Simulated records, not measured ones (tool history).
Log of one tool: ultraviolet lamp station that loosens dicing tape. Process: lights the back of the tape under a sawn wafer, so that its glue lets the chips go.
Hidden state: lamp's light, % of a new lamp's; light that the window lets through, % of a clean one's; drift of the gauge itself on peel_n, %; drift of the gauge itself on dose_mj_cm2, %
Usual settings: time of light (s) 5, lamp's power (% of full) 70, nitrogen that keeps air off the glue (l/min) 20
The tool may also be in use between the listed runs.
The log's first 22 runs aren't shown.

run,hour,time of light (s),lamp's power (% of full),nitrogen that keeps air off the glue (l/min),hours of work of the lamp,hours of work since the window was cleaned,force that peels the tape off (N),light that reached the tape (mJ/cm²)
23,174,5,62,20,291,527,1.172,348
24,180.2,5,62,20,295,530,1.13,348
25,188.8,4,62,20,299,535,1.671,270
26,198.4,2,76,15,304,540,3.598,166
27,206.2,6,61,16,309,544,0.992,403
28,211.2,6,100,35,311,547,0.275,659
# hour 212.5: window cleaned of glue's vapour
29,216.8,6,100,35,314,2,0.3,632
30,226,8,72,7,319,7,0.84,601
31,232.8,2,92,20,323,11,2.797,192
32,240.9,2,92,20,327,15,2.757,193
# hour 250.3: window cleaned of glue's vapour, once more
33,251.8,2,92,20,333,1,2.362,216
34,257.3,9,77,20,336,4,0.281,818
35,264.9,3,77,39,340,8,1.157,272
36,273,3,70,12,344,12,2.547,245
37,281.4,3,70,12,348,17,2.537,246
38,291.4,3,70,12,354,22,2.603,247
39,296.4,4,75,13,357,25,1.425,355
40,304.6,4,75,13,361,29,1.438,351
41,314,5,98,36,366,34,0.329,573

Forecast each of these 3 alternatives for the next run:
A,321,5,88,36,370,38,?,?
B,321,6,70,9,370,38,?,?
C,321,7,78,20,370,38,?,?

run,force that peels the tape off (N),light that reached the tape (mJ/cm²)
A,0.361,512
B,1.039,488
C,0.352,642
Without the tool's hidden state the same runs would have given:
run,force that peels the tape off (N),light that reached the tape (mJ/cm²)
A,0.302,579
B,0.822,552
C,0.299,725

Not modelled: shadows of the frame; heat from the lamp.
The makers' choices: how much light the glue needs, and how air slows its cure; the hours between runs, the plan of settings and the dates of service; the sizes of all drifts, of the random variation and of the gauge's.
